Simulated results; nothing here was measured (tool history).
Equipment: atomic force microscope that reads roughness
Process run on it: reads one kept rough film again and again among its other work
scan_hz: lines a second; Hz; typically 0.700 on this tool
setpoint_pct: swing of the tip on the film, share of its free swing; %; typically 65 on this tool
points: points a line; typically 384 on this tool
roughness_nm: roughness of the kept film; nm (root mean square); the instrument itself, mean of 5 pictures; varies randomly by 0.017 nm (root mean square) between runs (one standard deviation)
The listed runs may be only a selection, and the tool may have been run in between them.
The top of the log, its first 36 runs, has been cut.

run    hour  scan_hz  setpoint_pct  points  pictures with this tip  hours of work since the height scale was calibrated  roughness_nm
 37  2036.9    1.006            63     285                     137                                                 1893         4.084
 38  2076.2    3.044            63     285                     195                                                 1920         3.918
     2140.5  -- new tip fitted
 39  2153.4    1.859            78     329                      19                                                 1973         3.905
 40  2199.2    0.638            71     998                      87                                                 2005         4.125
 41  2247.5    0.678            84     998                     158                                                 2039         4.000
 42  2288.2    0.678            84     998                     219                                                 2067         3.977
     2335.9  -- new tip fitted
 43  2335.9    0.746            77     262                       0                                                 2100         4.123
 44  2410.5    3.613            83     982                     110                                                 2151         3.465
 45  2481.2    3.303            77     742                     215                                                 2200         3.611
 46  2516.5    3.303            77     742                     267                                                 2225         3.611

Consider 5 possible next runs. They are alternatives, not a sequence: every one starts from the tool as it was left by run 46. What does each give?
     2533.1  -- new tip fitted
     2555.6  -- height scale calibrated on a step standard
  A  2569.0    0.700            89     860                      51                                                    9             ?
     2533.1  -- new tip fitted
     2555.6  -- height scale calibrated on a step standard
  B  2569.0    2.606            77     742                      51                                                    9             ?
     2533.1  -- new tip fitted
     2555.6  -- height scale calibrated on a step standard
  C  2569.0    0.700            89     384                      51                                                    9             ?
     2533.1  -- new tip fitted
     2555.6  -- height scale calibrated on a step standard
  D  2569.0    0.700            83     384                      51                                                    9             ?
     2533.1  -- new tip fitted
     2555.6  -- height scale calibrated on a step standard
  E  2569.0    0.700            65     987                      51                                                    9             ?

run  roughness_nm
  A         3.988
  B         3.752
  C         3.968
  D         4.018
  E         4.124
Stripped of hidden state, with their random variation kept, the same runs would have yielded:
run  roughness_nm
  A         4.023
  B         3.786
  C         4.004
  D         4.054
  E         4.160
